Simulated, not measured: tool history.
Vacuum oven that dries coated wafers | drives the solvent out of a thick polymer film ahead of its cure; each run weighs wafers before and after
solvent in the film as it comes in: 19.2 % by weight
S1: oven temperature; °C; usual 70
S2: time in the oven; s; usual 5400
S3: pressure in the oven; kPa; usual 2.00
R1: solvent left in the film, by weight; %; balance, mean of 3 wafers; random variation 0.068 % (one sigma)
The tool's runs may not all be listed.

run	day	S1	S2	S3	R1
1	0.000	70	5400	2.00	5.61
# day 0.700: oven's thermocouples calibrated
2	1.250	70	5400	2.00	4.82
3	2.688	70	5400	2.00	4.87
4	3.917	67	5400	2.00	5.99
5	5.092	67	5400	2.00	6.11
6	6.417	70	5400	2.73	5.15
7	7.508	70	5400	2.73	5.34
8	8.496	70	5400	2.00	4.97
9	9.492	70	5400	2.00	5.08
10	10.596	70	5400	2.00	4.98
11	12.042	70	5400	2.00	5.07
12	12.854	70	5400	2.00	5.03
13	14.396	70	5400	2.00	5.16
14	15.700	70	5400	2.00	5.07
15	16.942	70	5400	2.00	5.15
16	18.675	70	5400	2.00	5.06
17	19.721	70	5400	2.00	5.10
18	21.546	70	5400	2.00	5.32
19	22.392	83	5400	2.00	1.51
20	23.667	75	5400	2.60	3.63
21	25.375	75	5400	2.60	3.79
# day 25.554: vacuum gauge cleaned of residue and calibrated
22	26.612	70	5040	2.60	5.83
23	27.600	70	8700	6.61	5.70
24	29.396	72	3960	2.00	6.01
25	30.175	72	3960	2.00	6.27
26	31.133	72	3960	2.00	6.23
# day 32.529: vacuum gauge cleaned of residue and calibrated, once more
27	32.692	72	3960	2.00	5.99
28	33.554	72	3780	2.00	6.28
29	35.308	72	4500	6.67	7.53
30	36.192	78	5400	1.03	2.13
31	36.942	70	2700	1.23	8.53
32	38.092	70	3300	2.00	7.76
33	39.388	70	3300	2.00	7.86
34	40.662	56	3300	6.85	15.23
35	42.454	56	3300	6.85	15.22
36	43.646	58	2820	2.49	13.12
37	45.483	70	9420	2.00	2.88

Hidden state or all else? Some run-to-run changes of R1, split into what the settings, what came in and random variation would give without the hidden state, and what is left for the hidden state (with any gauge scatter that isn't in both results):
The hidden state here: true wafer temperature over the reading, C; true pressure over the reading, kPa; drift of the gauge itself on solvent_pct, %.
Run 1 -> 2: oven's thermocouples calibrated. R1 -0.79 %: hidden state -0.60, all else -0.19.
Run 18 -> 19: S1 70 -> 83. R1 -3.81 %: hidden state -0.27, all else -3.54.
Run 29 -> 30: S1 72 -> 78, S2 4500 -> 5400, S3 6.67 -> 1.03. R1 -5.40 %: hidden state -0.24, all else -5.16.
Run 30 -> 31: S1 78 -> 70, S2 5400 -> 2700, S3 1.03 -> 1.23. R1 +6.40 %: hidden state +0.20, all else +6.20.
Run 33 -> 34: S1 70 -> 56, S3 2.00 -> 6.85. R1 +7.37 %: hidden state -0.09, all else +7.46.
Run 36 -> 37: S1 58 -> 70, S2 2820 -> 9420, S3 2.49 -> 2.00. R1 -10.24 %: hidden state -0.05, all else -10.19.
